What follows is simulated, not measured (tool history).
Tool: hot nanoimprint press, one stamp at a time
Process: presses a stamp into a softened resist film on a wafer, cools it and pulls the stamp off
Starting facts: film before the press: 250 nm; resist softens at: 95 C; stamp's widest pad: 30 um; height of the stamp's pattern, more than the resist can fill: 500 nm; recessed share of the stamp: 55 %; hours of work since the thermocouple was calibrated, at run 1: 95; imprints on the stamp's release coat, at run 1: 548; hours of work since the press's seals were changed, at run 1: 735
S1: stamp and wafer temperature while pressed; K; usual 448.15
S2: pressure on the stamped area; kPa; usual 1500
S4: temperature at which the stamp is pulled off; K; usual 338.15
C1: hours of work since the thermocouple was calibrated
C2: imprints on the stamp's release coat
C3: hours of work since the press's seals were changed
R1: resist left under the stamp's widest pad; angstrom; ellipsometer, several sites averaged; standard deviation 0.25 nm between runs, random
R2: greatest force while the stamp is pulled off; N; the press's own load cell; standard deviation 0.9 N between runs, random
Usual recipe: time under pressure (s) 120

run 1 day=0 | S1=448.15 S2=1500 time_under_pressure_(s)=120 S4=338.15 | C1=95 C2=548 C3=735 | R1=1400 R2=121.7
run 2 day=0.971 | S1=448.15 S2=1500 time_under_pressure_(s)=120 S4=338.15 | C1=113 C2=632 C3=753 | R1=1406 R2=120.4
run 3 day=1.675 | S1=448.15 S2=1480 time_under_pressure_(s)=120 S4=338.15 | C1=126 C2=693 C3=765 | R1=1417 R2=122.5
-- day=2.138 press's hydraulic seals changed and the load cell set to zero
run 4 day=2.521 | S1=448.15 S2=1200 time_under_pressure_(s)=120 S4=338.15 | C1=135 C2=737 C3=7 | R1=1528 R2=121.2
run 5 day=3.562 | S1=448.15 S2=1200 time_under_pressure_(s)=120 S4=338.15 | C1=154 C2=827 C3=26 | R1=1531 R2=121.4
run 6 day=4.504 | S1=448.15 S2=1200 time_under_pressure_(s)=120 S4=338.15 | C1=171 C2=909 C3=43 | R1=1533 R2=124.2
run 7 day=5.242 | S1=448.15 S2=1200 time_under_pressure_(s)=120 S4=338.15 | C1=185 C2=972 C3=56 | R1=1534 R2=120.7
run 8 day=5.688 | S1=448.15 S2=1200 time_under_pressure_(s)=120 S4=338.15 | C1=193 C2=1011 C3=64 | R1=1533 R2=122.7
run 9 day=6.579 | S1=448.15 S2=1500 time_under_pressure_(s)=120 S4=331.15 | C1=209 C2=1088 C3=81 | R1=1411 R2=142.4
run 10 day=7.25 | S1=451.15 S2=1500 time_under_pressure_(s)=120 S4=338.15 | C1=221 C2=1146 C3=93 | R1=1314 R2=122.4
run 11 day=7.992 | S1=451.15 S2=1500 time_under_pressure_(s)=120 S4=338.15 | C1=234 C2=1210 C3=106 | R1=1322 R2=122.6
-- day=8.912 stamp cleaned and given a new release coat
run 12 day=8.925 | S1=451.15 S2=1500 time_under_pressure_(s)=120 S4=338.15 | C1=247 C2=1 C3=119 | R1=1321 R2=120.9
run 13 day=9.821 | S1=448.15 S2=1500 time_under_pressure_(s)=120 S4=338.15 | C1=263 C2=79 C3=135 | R1=1418 R2=122.6
run 14 day=10.808 | S1=448.15 S2=1500 time_under_pressure_(s)=120 S4=338.15 | C1=281 C2=164 C3=153 | R1=1411 R2=121
run 15 day=11.633 | S1=448.15 S2=1500 time_under_pressure_(s)=120 S4=338.15 | C1=296 C2=236 C3=168 | R1=1415 R2=120.9
run 16 day=12.621 | S1=451.15 S2=1500 time_under_pressure_(s)=86 S4=338.15 | C1=314 C2=321 C3=186 | R1=1478 R2=119.9
run 17 day=13.571 | S1=442.15 S2=1530 time_under_pressure_(s)=103 S4=324.15 | C1=331 C2=403 C3=203 | R1=1679 R2=164.2
-- day=14.092 plate thermocouple calibrated
run 18 day=14.317 | S1=448.15 S2=1500 time_under_pressure_(s)=115 S4=338.15 | C1=4 C2=457 C3=214 | R1=1443 R2=121.5
run 19 day=14.933 | S1=448.15 S2=1500 time_under_pressure_(s)=115 S4=338.15 | C1=15 C2=510 C3=225 | R1=1444 R2=122.3
run 20 day=15.988 | S1=443.15 S2=1500 time_under_pressure_(s)=115 S4=338.15 | C1=34 C2=601 C3=244 | R1=1604 R2=121.6
run 21 day=16.942 | S1=443.15 S2=1160 time_under_pressure_(s)=210 S4=341.15 | C1=52 C2=684 C3=262 | R1=1474 R2=113.3
run 22 day=18.012 | S1=448.15 S2=1270 time_under_pressure_(s)=120 S4=338.15 | C1=71 C2=776 C3=281 | R1=1515 R2=122.2
run 23 day=18.983 | S1=448.15 S2=1970 time_under_pressure_(s)=120 S4=338.15 | C1=89 C2=860 C3=299 | R1=1268 R2=120.5
run 24 day=19.683 | S1=448.15 S2=1970 time_under_pressure_(s)=120 S4=338.15 | C1=101 C2=921 C3=312 | R1=1277 R2=123.2
run 25 day=20.575 | S1=449.15 S2=1970 time_under_pressure_(s)=120 S4=338.15 | C1=118 C2=998 C3=328 | R1=1247 R2=121.3
run 26 day=21.375 | S1=449.15 S2=1970 time_under_pressure_(s)=120 S4=338.15 | C1=132 C2=1067 C3=342 | R1=1244 R2=123
run 27 day=21.862 | S1=448.15 S2=2030 time_under_pressure_(s)=77 S4=338.15 | C1=141 C2=1109 C3=351 | R1=1463 R2=121.9
run 28 day=22.312 | S1=448.15 S2=2030 time_under_pressure_(s)=77 S4=338.15 | C1=149 C2=1148 C3=359 | R1=1463 R2=123.2
run 29 day=23.321 | S1=448.15 S2=940 time_under_pressure_(s)=113 S4=338.15 | C1=167 C2=1235 C3=378 | R1=1718 R2=122.8

3 options for the next run, each taken on its own from the tool as it stands now. Forecast them:
-- day=23.954 stamp cleaned and given a new release coat
run A day=24.075 | S1=450.15 S2=940 time_under_pressure_(s)=113 S4=338.15 | C1=177 C2=11 C3=387 | R1=? R2=?
-- day=23.954 stamp cleaned and given a new release coat
run B day=24.075 | S1=448.15 S2=1270 time_under_pressure_(s)=81 S4=339.15 | C1=177 C2=11 C3=387 | R1=? R2=?
-- day=23.954 stamp cleaned and given a new release coat
run C day=24.075 | S1=438.15 S2=1600 time_under_pressure_(s)=120 S4=338.15 | C1=177 C2=11 C3=387 | R1=? R2=?

run=A R1=1655 R2=121.5
run=B R1=1706 R2=119.2
run=C R1=1733 R2=121.3
Stripped of hidden state, with their random variation kept, the same runs would have yielded:
run=A R1=1626 R2=121.6
run=B R1=1676 R2=119.3
run=C R1=1702 R2=121.4
